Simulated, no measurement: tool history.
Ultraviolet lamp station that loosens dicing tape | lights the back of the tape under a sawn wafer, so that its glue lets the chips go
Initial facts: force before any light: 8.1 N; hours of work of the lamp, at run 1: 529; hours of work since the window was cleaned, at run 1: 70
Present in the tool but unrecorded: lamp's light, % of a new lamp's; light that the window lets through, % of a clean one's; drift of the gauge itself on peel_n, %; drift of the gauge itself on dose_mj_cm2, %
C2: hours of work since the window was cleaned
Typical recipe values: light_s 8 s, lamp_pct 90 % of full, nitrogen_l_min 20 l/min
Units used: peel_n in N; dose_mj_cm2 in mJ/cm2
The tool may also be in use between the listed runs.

Run 1, day 0: usual settings; hours of work of the lamp 529; C2 70. Result: peel_n 0.511 N, dose_mj_cm2 468 mJ/cm2.
Run 2, day 1.071: usual settings; hours of work of the lamp 542; C2 83. Result: peel_n 0.494 N, dose_mj_cm2 460 mJ/cm2.
Run 3, day 2.05: usual settings; hours of work of the lamp 554; C2 95. Result: peel_n 0.536 N, dose_mj_cm2 454 mJ/cm2.
Run 4, day 3.7: usual settings; hours of work of the lamp 574; C2 115. Result: peel_n 0.542 N, dose_mj_cm2 455 mJ/cm2.
Run 5, day 5.042: usual settings; hours of work of the lamp 590; C2 131. Result: peel_n 0.545 N, dose_mj_cm2 454 mJ/cm2.
Run 6, day 6.458: usual settings; hours of work of the lamp 607; C2 148. Result: peel_n 0.563 N, dose_mj_cm2 442 mJ/cm2.
Run 7, day 7.7: usual settings; hours of work of the lamp 623; C2 163. Result: peel_n 0.57 N, dose_mj_cm2 439 mJ/cm2.
Run 8, day 8.908: usual settings; hours of work of the lamp 637; C2 178. Result: peel_n 0.588 N, dose_mj_cm2 433 mJ/cm2.
Run 9, day 10.583: usual settings but nitrogen_l_min 15 l/min; hours of work of the lamp 657; C2 198. Result: peel_n 0.714 N, dose_mj_cm2 430 mJ/cm2.
Run 10, day 12.125: usual settings but nitrogen_l_min 15 l/min; hours of work of the lamp 676; C2 217. Result: peel_n 0.703 N, dose_mj_cm2 416 mJ/cm2.
Run 11, day 13.275: usual settings but nitrogen_l_min 15 l/min; hours of work of the lamp 690; C2 231. Result: peel_n 0.789 N, dose_mj_cm2 419 mJ/cm2.
Run 12, day 14.938: usual settings but nitrogen_l_min 15 l/min; hours of work of the lamp 710; C2 251. Result: peel_n 0.76 N, dose_mj_cm2 411 mJ/cm2.
Run 13, day 16.142: usual settings but nitrogen_l_min 15 l/min; hours of work of the lamp 725; C2 265. Result: peel_n 0.799 N, dose_mj_cm2 411 mJ/cm2.
Run 14, day 17.6: usual settings but light_s 13 s; hours of work of the lamp 742; C2 283. Result: peel_n 0.306 N, dose_mj_cm2 661 mJ/cm2.
Run 15, day 18.8: usual settings but nitrogen_l_min 12 l/min; hours of work of the lamp 757; C2 298. Result: peel_n 0.924 N, dose_mj_cm2 402 mJ/cm2.
Run 16, day 20.338: usual settings but nitrogen_l_min 12 l/min; hours of work of the lamp 775; C2 316. Result: peel_n 0.952 N, dose_mj_cm2 395 mJ/cm2.
Run 17, day 21.3: usual settings but nitrogen_l_min 12 l/min; hours of work of the lamp 787; C2 328. Result: peel_n 0.959 N, dose_mj_cm2 393 mJ/cm2.
Run 18, day 22.633: usual settings; hours of work of the lamp 803; C2 344. Result: peel_n 0.731 N, dose_mj_cm2 387 mJ/cm2.
At day 23.708: window cleaned of glue's vapour.
Run 19, day 24.083: usual settings; hours of work of the lamp 820; C2 5. Result: peel_n 0.81 N, dose_mj_cm2 372 mJ/cm2.
Run 20, day 25.421: usual settings; hours of work of the lamp 837; C2 21. Result: peel_n 0.795 N, dose_mj_cm2 368 mJ/cm2.
Run 21, day 26.225: usual settings; hours of work of the lamp 846; C2 30. Result: peel_n 0.807 N, dose_mj_cm2 365 mJ/cm2.
At day 27.333: window cleaned of glue's vapour, once more.
Run 22, day 27.917: usual settings; hours of work of the lamp 867; C2 7. Result: peel_n 0.543 N, dose_mj_cm2 450 mJ/cm2.
Run 23, day 29.612: usual settings but light_s 4 s, lamp_pct 62 % of full, nitrogen_l_min 8 l/min; hours of work of the lamp 887; C2 28. Result: peel_n 3.812 N, dose_mj_cm2 152 mJ/cm2.
Run 24, day 31.275: usual settings but light_s 13 s, lamp_pct 92 % of full; hours of work of the lamp 907; C2 48. Result: peel_n 0.289 N, dose_mj_cm2 721 mJ/cm2.
Run 25, day 31.979: usual settings but light_s 9 s, nitrogen_l_min 15 l/min; hours of work of the lamp 916; C2 56. Result: peel_n 0.557 N, dose_mj_cm2 495 mJ/cm2.
Run 26, day 33.567: usual settings but lamp_pct 78 % of full; hours of work of the lamp 935; C2 75. Result: peel_n 0.771 N, dose_mj_cm2 372 mJ/cm2.
Run 27, day 35.246: usual settings but light_s 7 s, lamp_pct 83 % of full, nitrogen_l_min 26 l/min; hours of work of the lamp 955; C2 96. Result: peel_n 0.821 N, dose_mj_cm2 341 mJ/cm2.
Run 28, day 36.917: usual settings but light_s 7 s, lamp_pct 83 % of full, nitrogen_l_min 26 l/min; hours of work of the lamp 975; C2 116. Result: peel_n 0.837 N, dose_mj_cm2 332 mJ/cm2.
Run 29, day 38.058: usual settings but light_s 6 s, lamp_pct 83 % of full, nitrogen_l_min 21 l/min; hours of work of the lamp 989; C2 130. Result: peel_n 1.225 N, dose_mj_cm2 280 mJ/cm2.
Run 30, day 38.754: usual settings but light_s 6 s, lamp_pct 83 % of full, nitrogen_l_min 21 l/min; hours of work of the lamp 998; C2 138. Result: peel_n 1.233 N, dose_mj_cm2 285 mJ/cm2.
Run 31, day 39.629: usual settings but light_s 12 s, nitrogen_l_min 8 l/min; hours of work of the lamp 1008; C2 149. Result: peel_n 0.521 N, dose_mj_cm2 611 mJ/cm2.
Run 32, day 40.988: usual settings but nitrogen_l_min 11 l/min; hours of work of the lamp 1025; C2 165. Result: peel_n 0.983 N, dose_mj_cm2 407 mJ/cm2.
Run 33, day 42.533: usual settings but nitrogen_l_min 11 l/min; hours of work of the lamp 1043; C2 184. Result: peel_n 0.99 N, dose_mj_cm2 400 mJ/cm2.
Run 34, day 43.271: usual settings but lamp_pct 95 % of full; hours of work of the lamp 1052; C2 193. Result: peel_n 0.626 N, dose_mj_cm2 416 mJ/cm2.
Run 35, day 44.925: usual settings but light_s 10 s, lamp_pct 74 % of full, nitrogen_l_min 16 l/min; hours of work of the lamp 1072; C2 213. Result: peel_n 0.76 N, dose_mj_cm2 401 mJ/cm2.
Run 36, day 46.475: usual settings but lamp_pct 76 % of full; hours of work of the lamp 1091; C2 232. Result: peel_n 1.031 N, dose_mj_cm2 325 mJ/cm2.
Run 37, day 47.508: usual settings but lamp_pct 76 % of full; hours of work of the lamp 1104; C2 244. Result: peel_n 0.996 N, dose_mj_cm2 324 mJ/cm2.
Run 38, day 49.138: usual settings but light_s 12 s, lamp_pct 98 % of full, nitrogen_l_min 12 l/min; hours of work of the lamp 1123; C2 264. Result: peel_n 0.417 N, dose_mj_cm2 617 mJ/cm2.
Run 39, day 50.371: usual settings but light_s 12 s, lamp_pct 98 % of full, nitrogen_l_min 12 l/min; hours of work of the lamp 1138; C2 279. Result: peel_n 0.406 N, dose_mj_cm2 609 mJ/cm2.
Run 40, day 51.604: usual settings but lamp_pct 77 % of full, nitrogen_l_min 6 l/min; hours of work of the lamp 1153; C2 294. Result: peel_n 2.059 N, dose_mj_cm2 313 mJ/cm2.
Run 41, day 52.975: usual settings but lamp_pct 77 % of full, nitrogen_l_min 6 l/min; hours of work of the lamp 1170; C2 310. Result: peel_n 2.007 N, dose_mj_cm2 308 mJ/cm2.
Run 42, day 54.292: usual settings but nitrogen_l_min 13 l/min; hours of work of the lamp 1186; C2 326. Result: peel_n 1.068 N, dose_mj_cm2 363 mJ/cm2.
Run 43, day 55.271: usual settings but light_s 5 s; hours of work of the lamp 1197; C2 338. Result: peel_n 1.833 N, dose_mj_cm2 222 mJ/cm2.

Forecast each of these 3 alternatives for the next run:
Run A, day 56.275: usual settings but light_s 5 s; hours of work of the lamp 1210; C2 350. Result: peel_n ?, dose_mj_cm2 ?.
Run B, day 56.275: usual settings but lamp_pct 69 % of full; hours of work of the lamp 1210; C2 350. Result: peel_n ?, dose_mj_cm2 ?.
Run C, day 56.275: usual settings but light_s 5 s; hours of work of the lamp 1210; C2 350. Result: peel_n ?, dose_mj_cm2 ?.

run  peel_n  dose_mj_cm2
  A   1.785          222
  B   1.361          275
  C   1.908          219
Stripped of hidden state, with their random variation kept, the same runs would have yielded:
run  peel_n  dose_mj_cm2
  A   0.941          330
  B   0.666          407
  C   1.008          327
